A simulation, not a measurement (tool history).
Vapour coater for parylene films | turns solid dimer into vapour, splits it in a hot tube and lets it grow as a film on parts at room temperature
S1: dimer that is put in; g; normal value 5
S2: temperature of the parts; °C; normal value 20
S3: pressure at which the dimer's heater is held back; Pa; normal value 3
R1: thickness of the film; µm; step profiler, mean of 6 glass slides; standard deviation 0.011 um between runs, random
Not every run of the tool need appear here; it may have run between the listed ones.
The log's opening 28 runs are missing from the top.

run	hour	S1	S2	S3	R1
29	387.9	5	20	8.48	1.01
30	397.6	5	20	2.62	1.23
31	417.9	5	20	2.62	1.23
32	436.9	7	28	8.26	0.96
33	456.4	7	28	8.26	0.96
34	476.6	5	15	10.53	1.22
35	489.1	2	26	2.04	0.39
# hour 512.7: trap's valve overhauled
36	512.7	9	14	2.18	3.05
37	530	9	14	2.18	3.04
38	544.1	9	14	2.18	3.05
39	553.9	9	14	2.18	3.04
40	563.5	6	15	2.06	1.95
41	580	7	20	3	1.68
42	594.2	5	20	4.45	1.11
43	605.8	3	18	3	0.8
44	620	7	16	9.7	1.65
45	634.9	7	16	9.7	1.66
46	649.9	7	16	9.7	1.65
47	667	7	16	9.7	1.63
48	683.1	7	16	9.7	1.64

Alternative continuations, all from the tool just after run 48; predict every row:
A	694.6	7	20	2.7	?
B	694.6	5	20	4.73	?
C	694.6	4	18	7.3	?

run	R1
A	1.7
B	1.1
C	0.89
With no hidden state in the tool, these same runs would have given:
run	R1
A	1.7
B	1.1
C	0.89
